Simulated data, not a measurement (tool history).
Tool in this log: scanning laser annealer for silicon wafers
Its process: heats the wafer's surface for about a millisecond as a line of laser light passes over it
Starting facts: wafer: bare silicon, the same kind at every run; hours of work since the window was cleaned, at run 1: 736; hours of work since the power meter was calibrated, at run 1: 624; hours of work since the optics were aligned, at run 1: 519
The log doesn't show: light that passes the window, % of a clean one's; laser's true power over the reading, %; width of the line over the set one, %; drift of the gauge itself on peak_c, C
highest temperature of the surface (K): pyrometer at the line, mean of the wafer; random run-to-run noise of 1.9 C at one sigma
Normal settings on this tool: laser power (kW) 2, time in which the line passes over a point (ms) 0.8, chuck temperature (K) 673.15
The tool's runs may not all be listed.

run   hour  laser power (kW)  time in which the line passes over a point (ms)  chuck temperature (K)  hours of work since the window was cleaned  hours of work since the power meter was calibrated  hours of work since the optics were aligned  highest temperature of the surface (K)
  1      0                 2                                              0.8                 673.15                                         736                                                 624                                          519                                 1451.15
  2   14.9                 2                                              0.8                 673.15                                         746                                                 635                                          530                                 1453.15
  3   33.2                 2                                              0.8                 673.15                                         759                                                 648                                          543                                 1453.15
  4   47.5                 2                                              0.8                 673.15                                         769                                                 658                                          553                                 1451.15
  5   62.6                 2                                              0.8                 673.15                                         780                                                 669                                          564                                 1454.15
  6   81.4              2.12                                              0.8                 673.15                                         794                                                 682                                          577                                 1497.15
  7   93.8              2.12                                              0.8                 673.15                                         802                                                 691                                          586                                 1496.15
  8  115.3             1.855                                              0.8                 673.15                                         818                                                 706                                          601                                 1397.15
  9  133.2                 2                                            0.923                 673.15                                         830                                                 719                                          614                                 1513.15
     158.7  -- window over the wafer cleaned
 10  163.4                 2                                            0.923                 673.15                                           3                                                 739                                          634                                 1529.15
 11    191                 2                                            0.923                 673.15                                          23                                                 758                                          653                                 1526.15
 12  217.5                 2                                            0.923                 673.15                                          42                                                 777                                          672                                 1527.15
 13  235.3                 2                                              0.8                 642.15                                          54                                                 790                                          685                                 1430.15
 14  249.5              1.97                                              0.8                 642.15                                          65                                                 800                                          695                                 1418.15
 15  261.9                 2                                              0.8                 673.15                                          73                                                 809                                          704                                 1459.15
 16  285.5                 2                                              0.8                 673.15                                          90                                                 826                                          721                                 1459.15
 17  305.5                 2                                              0.8                 673.15                                         104                                                 840                                          735                                 1459.15
 18  324.8                 2                                              0.8                 673.15                                         118                                                 854                                          749                                 1457.15
 19  348.4             2.175                                            0.976                 706.15                                         135                                                 870                                          765                                 1656.15
 20  361.2             1.752                                            0.976                 706.15                                         144                                                 879                                          775                                 1480.15
 21  374.7             1.752                                            0.976                 706.15                                         154                                                 889                                          784                                 1479.15
 22  388.9                 2                                              0.8                 678.15                                         164                                                 899                                          794                                 1467.15
 23  415.7             1.834                                             0.72                 698.15                                         183                                                 918                                          813                                 1378.15
 24  431.2              1.92                                            0.916                 679.15                                         194                                                 929                                          824                                 1492.15
 25  450.8              1.92                                            0.916                 679.15                                         208                                                 943                                          838                                 1492.15
 26  467.2                 2                                            0.626                 673.15                                         219                                                 955                                          850                                 1361.15
 27  494.2             1.743                                            0.969                 689.15                                         239                                                 974                                          869                                 1451.15
 28    516             1.743                                            0.969                 689.15                                         254                                                 990                                          885                                 1454.15
 29  544.8             2.124                                            0.684                 640.15                                         275                                                1010                                          905                                 1403.15
 30  556.7             2.154                                              0.8                 711.15                                         283                                                1019                                          914                                 1556.15
 31  575.6             1.958                                              0.8                 634.15                                         296                                                1032                                          927                                 1405.15
 32  599.3             1.958                                              0.8                 634.15                                         313                                                1049                                          944                                 1402.15
 33  619.3              2.16                                            0.636                 690.15                                         328                                                1063                                          958                                 1437.15
 34  641.7             2.108                                              0.6                 657.15                                         343                                                1079                                          974                                 1362.15

Here are 5 independent what-if runs from the current tool condition. What would each one return?
  A  661.7             2.126                                            0.947                 700.15                                         358                                                1093                                          988                                       ?
  B  661.7             1.921                                             0.64                 636.15                                         358                                                1093                                          988                                       ?
  C  661.7             2.025                                            0.568                 638.15                                         358                                                1093                                          988                                       ?
  D  661.7             2.084                                              0.6                 657.15                                         358                                                1093                                          988                                       ?
  E  661.7             2.128                                            0.933                 657.15                                         358                                                1093                                          988                                       ?

run  highest temperature of the surface (K)
  A                                 1611.15
  B                                 1301.15
  C                                 1295.15
  D                                 1357.15
  E                                 1561.15
Stripped of hidden state, with their random variation kept, the same runs would have yielded:
run  highest temperature of the surface (K)
  A                                 1622.15
  B                                 1309.15
  C                                 1303.15
  D                                 1365.15
  E                                 1573.15
